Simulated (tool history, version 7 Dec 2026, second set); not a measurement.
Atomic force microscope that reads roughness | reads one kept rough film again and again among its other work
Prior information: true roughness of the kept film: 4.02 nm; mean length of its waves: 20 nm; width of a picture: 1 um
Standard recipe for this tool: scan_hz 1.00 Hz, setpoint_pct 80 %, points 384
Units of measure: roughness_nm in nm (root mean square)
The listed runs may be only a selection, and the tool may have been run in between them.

run   hour  scan_hz  setpoint_pct  points  roughness_nm
  1    0.0     1.00            80     384         2.484
  2   20.2     1.00            80     384         2.452
  3   32.7     1.00            80     384         2.381
  4   42.2     1.00            80     384         2.368
  5   60.9     1.00            80     384         2.326
  6   75.7     1.00            80     384         2.296
  7   84.7     1.00            80     384         2.263
  8   95.2     1.00            80     384         2.239
  9  112.2     1.00            80     384         2.181
 10  123.9     1.00            80     384         2.180
     136.2  -- new tip fitted
 11  136.6     1.00            80     384         2.940
 12  153.9     1.00            80     384         2.841
 13  165.8     1.22            73     384         2.828
 14  180.3     0.66            59     883         2.879
 15  197.2     0.66            59     883         2.796
 16  206.5     0.66            59     883         2.776
 17  222.3     0.67            71     860         2.710
 18  240.5     1.00            75     322         2.571
 19  249.9     1.00            55     501         2.613
 20  268.3     1.00            80     979         2.496
 21  278.6     2.71            80     599         2.348

Some steps in roughness_nm, run to run, broken into two amounts with sign: the step expected even without the hidden condition (settings, incoming material, random variation), and the rest, left for the hidden condition together with whatever gauge scatter is not in both the measured and the hidden-condition-free result:
Unlogged tool condition in this case: radius of the tip, nm; height scale over the true one, %; drift of the gauge itself on roughness_nm, %.
Run 10 -> 11: new tip fitted. roughness_nm +0.760 nm (root mean square): hidden state +0.774, all else -0.014.
Run 11 -> 12: no setting changed, nothing entered. roughness_nm -0.099 nm (root mean square): hidden state -0.071, all else -0.028.
Run 20 -> 21: scan_hz 1.00 -> 2.71, points 979 -> 599. roughness_nm -0.148 nm (root mean square): hidden state -0.006, all else -0.142.

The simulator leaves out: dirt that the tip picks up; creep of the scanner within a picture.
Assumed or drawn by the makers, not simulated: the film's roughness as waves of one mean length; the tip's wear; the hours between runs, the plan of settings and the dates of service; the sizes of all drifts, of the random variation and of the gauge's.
